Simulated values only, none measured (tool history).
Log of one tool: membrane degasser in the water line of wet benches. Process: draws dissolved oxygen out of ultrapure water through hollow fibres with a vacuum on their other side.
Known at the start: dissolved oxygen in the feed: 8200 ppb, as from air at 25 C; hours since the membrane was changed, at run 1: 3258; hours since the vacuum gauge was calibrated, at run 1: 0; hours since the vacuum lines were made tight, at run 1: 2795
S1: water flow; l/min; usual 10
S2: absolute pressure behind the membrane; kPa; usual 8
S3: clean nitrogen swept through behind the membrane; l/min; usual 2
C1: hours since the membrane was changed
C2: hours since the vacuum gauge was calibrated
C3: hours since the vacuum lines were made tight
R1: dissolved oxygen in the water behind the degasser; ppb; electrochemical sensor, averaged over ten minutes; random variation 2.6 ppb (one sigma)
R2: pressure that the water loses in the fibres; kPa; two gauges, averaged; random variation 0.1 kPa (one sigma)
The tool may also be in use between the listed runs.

run    hour  S1     S2    S3    C1    C2    C3     R1     R2
  1       0  10      8     2  3258     0  2795  272.6  27.89
  2   182.5  10      8  4.03  3440   182  2978  248.3  28.01
  3   331.9  10      8  4.03  3590   332  3127    255  27.92
  4     434  10      8  4.03  3692   434  3229  247.4  27.77
  5   580.6  10      8  4.03  3838   581  3376  253.4  27.72
  6   667.6  10   6.55     2  3925   668  3463  263.9  28.01
  7   780.6  10      8  0.87  4038   781  3576  346.4  27.84
  8   946.4  10      8  0.87  4204   946  3741    348   27.8
  9  1091.9  11      8     2  4350  1092  3887  354.1  30.79
 10  1231.6  11      8     2  4489  1232  4027  357.4  30.78
 11  1382.1  10      8  4.18  4640  1382  4177  257.9  28.17
 12  1508.6  10      8  4.18  4766  1509  4304  258.9  28.13
 13  1610.9  10      8  4.18  4869  1611  4406  255.8  27.75
 14  1778.6  10      8  4.18  5036  1779  4574  261.3  28.18
 15  1918.3  10      8  4.18  5176  1918  4713  258.7   28.2
 16  2056.4  10      8  4.18  5314  2056  4851  257.1  27.98
 17    2136  14  12.19  1.04  5394  2136  4931  810.1  39.37
 18  2230.2  10  12.19  1.04  5488  2230  5025  432.3  27.99
 19  2377.2  10  12.19  1.04  5635  2377  5172  428.2  28.07
 20  2502.5  10  12.19  1.04  5760  2503  5298  434.5  27.95
 21  2642.8  10  12.19  1.04  5900  2643  5438  431.3  28.45
 22  2804.1  10  12.19  1.04  6062  2804  5599  435.8  28.43
 23  2943.8  10  12.19  1.04  6202  2944  5739  440.9  28.19
 24  3119.9  13  19.81  1.08  6378  3120  5915    881  36.71
 25  3278.4   9  15.35  0.88  6536  3278  6073  456.2  25.26
 26    3432   7   9.03  1.78  6690  3432  6227  132.1  19.85
 27  3620.5  10  17.37   1.7  6878  3621  6416  434.7  28.44
 28  3719.5   7   8.06  3.01  6977  3719  6515  100.2  19.84
 29  3850.9  10  14.82  1.64  7109  3851  6646  414.5  28.34
 30  4001.9  10  14.82  1.64  7260  4002  6797  414.1  28.39
 31  4167.6  10  14.82  1.64  7425  4168  6963  422.1  28.66
 32  4348.1  10  14.82  1.64  7606  4348  7143  409.7  28.51

Measured less the same run without the tool's hidden state. The same run-to-run variation is in both; the gauge's scatter may not be:
The hidden state here: membrane still open, %; true pressure behind the membrane over the reading, kPa; air that leaks in behind the membrane, l/min; drift of the gauge itself on oxygen_ppb, %; drift of the gauge itself on loss_of_pressure_kpa, %.
run     R1     R2
  1  +14.2  +0.47
  2  +14.7  +0.49
  3  +15.7  +0.52
  4  +15.7  +0.53
  5  +16.8  +0.56
  6  +17.3  +0.57
  7  +19.9  +0.58
  8    +21  +0.61
  9  +23.8  +0.69
 10  +24.8  +0.72
 11  +20.8  +0.67
 12  +21.4  +0.69
 13  +21.7   +0.7
 14  +22.8  +0.72
 15  +23.2  +0.74
 16  +23.6  +0.77
 17  +48.7  +1.09
 18  +32.8  +0.79
 19  +33.3  +0.81
 20  +34.6  +0.83
 21  +35.3  +0.85
 22  +36.7  +0.87
 23    +38  +0.89
 24  +58.6  +1.19
 25  +39.7  +0.85
 26  +17.7  +0.67
 27  +42.2  +0.99
 28  +15.1   +0.7
 29  +42.8  +1.02
 30  +43.7  +1.05
 31  +45.6  +1.08
 32  +45.4   +1.1
